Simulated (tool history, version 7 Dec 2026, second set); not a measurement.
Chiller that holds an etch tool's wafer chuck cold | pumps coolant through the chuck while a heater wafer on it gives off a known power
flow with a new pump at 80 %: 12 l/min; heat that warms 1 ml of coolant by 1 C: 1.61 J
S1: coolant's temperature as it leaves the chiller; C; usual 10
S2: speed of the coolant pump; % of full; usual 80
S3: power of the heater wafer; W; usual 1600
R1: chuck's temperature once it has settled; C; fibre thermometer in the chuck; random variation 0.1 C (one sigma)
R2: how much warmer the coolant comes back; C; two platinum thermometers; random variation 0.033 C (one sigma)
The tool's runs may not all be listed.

run 1 hour=0.0 | S1=10 S2=80 S3=1600 | R1=25.8 R2=5.16
run 2 hour=152.6 | S1=10 S2=80 S3=1600 | R1=26.0 R2=5.21
run 3 hour=243.8 | S1=10 S2=62 S3=1600 | R1=29.3 R2=6.68
run 4 hour=414.6 | S1=10 S2=87 S3=1600 | R1=25.1 R2=4.74
run 5 hour=583.6 | S1=14 S2=80 S3=1600 | R1=30.2 R2=5.12
run 6 hour=706.4 | S1=10 S2=80 S3=1600 | R1=26.1 R2=5.17
run 7 hour=902.5 | S1=9 S2=80 S3=1600 | R1=25.1 R2=5.22
run 8 hour=1007.5 | S1=9 S2=80 S3=1600 | R1=25.2 R2=5.22
run 9 hour=1201.8 | S1=9 S2=80 S3=1600 | R1=25.4 R2=5.29
run 10 hour=1399.2 | S1=10 S2=80 S3=1600 | R1=26.4 R2=5.22
run 11 hour=1597.6 | S1=10 S2=80 S3=1600 | R1=26.6 R2=5.22
run 12 hour=1717.5 | S1=10 S2=80 S3=1600 | R1=26.4 R2=5.24
run 13 hour=1919.9 | S1=10 S2=80 S3=1941 | R1=30.3 R2=6.38
run 14 hour=2121.3 | S1=10 S2=80 S3=1941 | R1=30.1 R2=6.38
run 15 hour=2228.3 | S1=10 S2=96 S3=1600 | R1=24.5 R2=4.35
run 16 hour=2428.6 | S1=10 S2=80 S3=1600 | R1=26.7 R2=5.27
run 17 hour=2585.4 | S1=10 S2=69 S3=1600 | R1=29.0 R2=6.18
run 18 hour=2773.2 | S1=15 S2=80 S3=918 | R1=25.0 R2=3.02
run 19 hour=2948.5 | S1=3 S2=81 S3=1790 | R1=22.1 R2=5.85
run 20 hour=3040.5 | S1=3 S2=81 S3=1790 | R1=22.3 R2=5.84
run 21 hour=3143.0 | S1=3 S2=81 S3=1790 | R1=22.4 R2=5.88
run 22 hour=3349.3 | S1=7 S2=68 S3=1458 | R1=25.0 R2=5.71
run 23 hour=3496.2 | S1=13 S2=99 S3=1386 | R1=26.1 R2=3.77
run 24 hour=3688.2 | S1=10 S2=72 S3=1081 | R1=21.7 R2=4.10
run 25 hour=3795.1 | S1=5 S2=80 S3=1600 | R1=21.0 R2=5.34
run 26 hour=3971.0 | S1=2 S2=60 S3=1600 | R1=21.8 R2=7.27
run 27 hour=4153.9 | S1=2 S2=60 S3=1600 | R1=21.9 R2=7.22
run 28 hour=4297.3 | S1=2 S2=60 S3=1600 | R1=22.0 R2=7.27
run 29 hour=4445.0 | S1=12 S2=80 S3=1600 | R1=28.3 R2=5.41
run 30 hour=4599.7 | S1=12 S2=80 S3=1600 | R1=28.4 R2=5.44
run 31 hour=4787.7 | S1=13 S2=95 S3=2285 | R1=33.7 R2=6.56

Not shown: 2 entries that the log had between the listed runs. Between which runs, and how does the tool's hidden state differ before and after?
Between runs 17 and 18: chiller's thermometer calibrated (hour 2716.6)
  heat passed by the chuck's channels, % of clean ones': 90.7 -> 90.3; flow at a given pump speed, % of a new pump's: 93.6 -> 93.4; coolant's true temperature over the reading, C: -0.34 -> 0.01
  measured less the result without the state, R1: +2.0 -> +1.3 C; R2: +0.40 -> +0.20 C
Between runs 23 and 24: coolant changed, channels flushed (hour 3577.8)
  heat passed by the chuck's channels, % of clean ones': 88.7 -> 99.7; flow at a given pump speed, % of a new pump's: 92.5 -> 92.3; coolant's true temperature over the reading, C: -0.08 -> -0.1
  measured less the result without the state, R1: +1.8 -> +0.6 C; R2: +0.28 -> +0.31 C
